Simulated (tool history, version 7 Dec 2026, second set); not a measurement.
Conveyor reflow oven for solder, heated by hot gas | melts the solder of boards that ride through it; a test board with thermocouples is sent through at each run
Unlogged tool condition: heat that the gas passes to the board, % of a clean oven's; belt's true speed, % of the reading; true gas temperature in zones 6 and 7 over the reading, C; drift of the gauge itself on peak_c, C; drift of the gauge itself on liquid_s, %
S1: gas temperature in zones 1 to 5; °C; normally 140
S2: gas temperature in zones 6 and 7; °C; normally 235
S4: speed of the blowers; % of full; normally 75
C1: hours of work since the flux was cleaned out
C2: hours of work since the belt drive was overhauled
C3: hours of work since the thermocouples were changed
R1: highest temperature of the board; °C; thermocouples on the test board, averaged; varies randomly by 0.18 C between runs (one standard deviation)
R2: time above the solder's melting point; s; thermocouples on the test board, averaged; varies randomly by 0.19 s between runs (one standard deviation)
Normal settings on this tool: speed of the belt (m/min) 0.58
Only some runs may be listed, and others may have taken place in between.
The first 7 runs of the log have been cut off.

{"run": 8, "hour": 416.7, "S1": 140, "S2": 235, "speed of the belt (m/min)": 0.58, "S4": 75, "C1": 153, "C2": 481, "C3": 481, "R1": 219.4, "R2": 56.6}
{"hour": 438.0, "done": "flux residue cleaned out of gas plates and filters"}
{"run": 9, "hour": 467.7, "S1": 140, "S2": 235, "speed of the belt (m/min)": 0.58, "S4": 75, "C1": 21, "C2": 513, "C3": 513, "R1": 220.9, "R2": 57.8}
{"run": 10, "hour": 516.4, "S1": 140, "S2": 235, "speed of the belt (m/min)": 0.58, "S4": 75, "C1": 55, "C2": 548, "C3": 548, "R1": 220.7, "R2": 57.5}
{"hour": 526.4, "done": "belt drive overhauled, speed set with a stopwatch"}
{"run": 11, "hour": 587.0, "S1": 140, "S2": 235, "speed of the belt (m/min)": 0.58, "S4": 75, "C1": 103, "C2": 43, "C3": 595, "R1": 220.3, "R2": 57.8}
{"hour": 648.9, "done": "belt drive overhauled, speed set with a stopwatch, once more"}
{"run": 12, "hour": 648.9, "S1": 140, "S2": 235, "speed of the belt (m/min)": 0.682, "S4": 75, "C1": 144, "C2": 0, "C3": 636, "R1": 214, "R2": 43.4}
{"hour": 668.7, "done": "thermocouples of zones 6 and 7 changed"}
{"hour": 683.3, "done": "flux residue cleaned out of gas plates and filters"}
{"run": 13, "hour": 725.8, "S1": 140, "S2": 235, "speed of the belt (m/min)": 0.58, "S4": 70, "C1": 30, "C2": 49, "C3": 37, "R1": 218.5, "R2": 55.6}
{"run": 14, "hour": 802.9, "S1": 140, "S2": 235, "speed of the belt (m/min)": 0.51, "S4": 75, "C1": 85, "C2": 104, "C3": 91, "R1": 223.1, "R2": 67.4}
{"run": 15, "hour": 870.9, "S1": 140, "S2": 235, "speed of the belt (m/min)": 0.51, "S4": 75, "C1": 133, "C2": 152, "C3": 140, "R1": 222.6, "R2": 67.3}
{"hour": 919.5, "done": "flux residue cleaned out of gas plates and filters"}
{"run": 16, "hour": 937.2, "S1": 140, "S2": 235, "speed of the belt (m/min)": 0.51, "S4": 75, "C1": 12, "C2": 195, "C3": 183, "R1": 223.8, "R2": 68.2}
{"run": 17, "hour": 997.7, "S1": 140, "S2": 235, "speed of the belt (m/min)": 0.51, "S4": 75, "C1": 55, "C2": 238, "C3": 226, "R1": 223.5, "R2": 67.9}
{"run": 18, "hour": 1053.0, "S1": 154, "S2": 235, "speed of the belt (m/min)": 0.48, "S4": 51, "C1": 94, "C2": 277, "C3": 265, "R1": 220.7, "R2": 75.6}
{"run": 19, "hour": 1116.6, "S1": 144, "S2": 235, "speed of the belt (m/min)": 0.532, "S4": 80, "C1": 139, "C2": 322, "C3": 310, "R1": 223.3, "R2": 66.3}
{"hour": 1157.3, "done": "flux residue cleaned out of gas plates and filters"}
{"run": 20, "hour": 1186.9, "S1": 127, "S2": 223, "speed of the belt (m/min)": 0.492, "S4": 69, "C1": 21, "C2": 369, "C3": 356, "R1": 210.8, "R2": 55.7}
{"run": 21, "hour": 1224.9, "S1": 125, "S2": 250, "speed of the belt (m/min)": 0.467, "S4": 77, "C1": 48, "C2": 395, "C3": 383, "R1": 238.6, "R2": 78.7}
{"run": 22, "hour": 1279.6, "S1": 125, "S2": 250, "speed of the belt (m/min)": 0.467, "S4": 77, "C1": 86, "C2": 434, "C3": 422, "R1": 238.2, "R2": 78.4}
{"run": 23, "hour": 1328.7, "S1": 144, "S2": 235, "speed of the belt (m/min)": 0.578, "S4": 65, "C1": 121, "C2": 469, "C3": 456, "R1": 217.4, "R2": 56.5}
{"run": 24, "hour": 1375.3, "S1": 144, "S2": 242, "speed of the belt (m/min)": 0.472, "S4": 58, "C1": 154, "C2": 502, "C3": 489, "R1": 227.3, "R2": 77.6}
{"hour": 1393.0, "done": "flux residue cleaned out of gas plates and filters"}
{"run": 25, "hour": 1434.4, "S1": 144, "S2": 242, "speed of the belt (m/min)": 0.472, "S4": 58, "C1": 29, "C2": 540, "C3": 527, "R1": 229, "R2": 78.6}
{"run": 26, "hour": 1475.7, "S1": 148, "S2": 232, "speed of the belt (m/min)": 0.534, "S4": 86, "C1": 58, "C2": 569, "C3": 557, "R1": 223.3, "R2": 67.8}
{"run": 27, "hour": 1514.2, "S1": 132, "S2": 232, "speed of the belt (m/min)": 0.534, "S4": 78, "C1": 86, "C2": 596, "C3": 584, "R1": 219.3, "R2": 59.9}
{"run": 28, "hour": 1592.7, "S1": 140, "S2": 235, "speed of the belt (m/min)": 0.562, "S4": 75, "C1": 141, "C2": 652, "C3": 639, "R1": 220.6, "R2": 59.5}
{"hour": 1608.6, "done": "thermocouples of zones 6 and 7 changed"}
{"hour": 1631.9, "done": "flux residue cleaned out of gas plates and filters"}
{"run": 29, "hour": 1639.5, "S1": 140, "S2": 235, "speed of the belt (m/min)": 0.562, "S4": 75, "C1": 5, "C2": 680, "C3": 18, "R1": 221.5, "R2": 60.4}
{"run": 30, "hour": 1707.7, "S1": 136, "S2": 235, "speed of the belt (m/min)": 0.638, "S4": 75, "C1": 54, "C2": 728, "C3": 67, "R1": 215.8, "R2": 47.8}
{"run": 31, "hour": 1741.1, "S1": 136, "S2": 235, "speed of the belt (m/min)": 0.638, "S4": 75, "C1": 77, "C2": 752, "C3": 90, "R1": 215.9, "R2": 47.4}

Predict each of these 3 candidate next runs independently; none follows another, all start after run 31:
{"run": "A", "hour": 1804.6, "S1": 149, "S2": 234, "speed of the belt (m/min)": 0.65, "S4": 75, "C1": 122, "C2": 797, "C3": 135, "R1": "?", "R2": "?"}
{"run": "B", "hour": 1804.6, "S1": 140, "S2": 224, "speed of the belt (m/min)": 0.481, "S4": 75, "C1": 122, "C2": 797, "C3": 135, "R1": "?", "R2": "?"}
{"run": "C", "hour": 1804.6, "S1": 136, "S2": 235, "speed of the belt (m/min)": 0.638, "S4": 67, "C1": 122, "C2": 797, "C3": 135, "R1": "?", "R2": "?"}

run=A R1=216.6 R2=51.3
run=B R1=214.4 R2=66.2
run=C R1=212.7 R2=44.5
Without the tool's hidden state the same runs would have given:
run=A R1=217.6 R2=51.7
run=B R1=214.9 R2=66.5
run=C R1=213.8 R2=45.2
